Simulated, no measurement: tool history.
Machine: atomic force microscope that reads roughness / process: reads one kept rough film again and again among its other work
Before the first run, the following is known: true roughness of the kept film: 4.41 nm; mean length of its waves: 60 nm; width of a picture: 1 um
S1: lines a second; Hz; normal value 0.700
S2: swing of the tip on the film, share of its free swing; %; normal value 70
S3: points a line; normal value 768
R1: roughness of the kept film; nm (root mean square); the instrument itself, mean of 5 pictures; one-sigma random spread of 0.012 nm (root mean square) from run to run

run   hour     S1  S2   S3     R1
  1    0.0  0.700  70  768  4.192
  2   12.0  0.700  70  768  4.166
  3   35.4  0.700  70  768  4.132
  4   49.2  0.700  70  768  4.127
  5   64.8  0.700  70  477  4.100
  6   77.4  0.700  70  768  4.101
  7   90.5  1.117  70  768  4.028
     101.7  -- new tip fitted
  8  113.7  1.117  70  768  4.155
  9  126.4  0.700  76  768  4.141
 10  150.5  0.700  76  768  4.133
 11  169.6  0.700  70  768  4.152
 12  189.8  0.700  70  768  4.139
 13  209.6  0.700  70  768  4.120
     232.6  -- new tip fitted
 14  235.0  0.700  61  768  4.269
 15  250.0  0.700  61  768  4.250
 16  275.0  0.700  56  768  4.257
 17  286.2  0.700  56  768  4.220

Forecast run 18:
 18  308.6  0.700  70  574   ?

{"run 18": {"R1": 4.136}}
With no hidden state in the tool, this same run would have given R1 4.199 nm (root mean square).
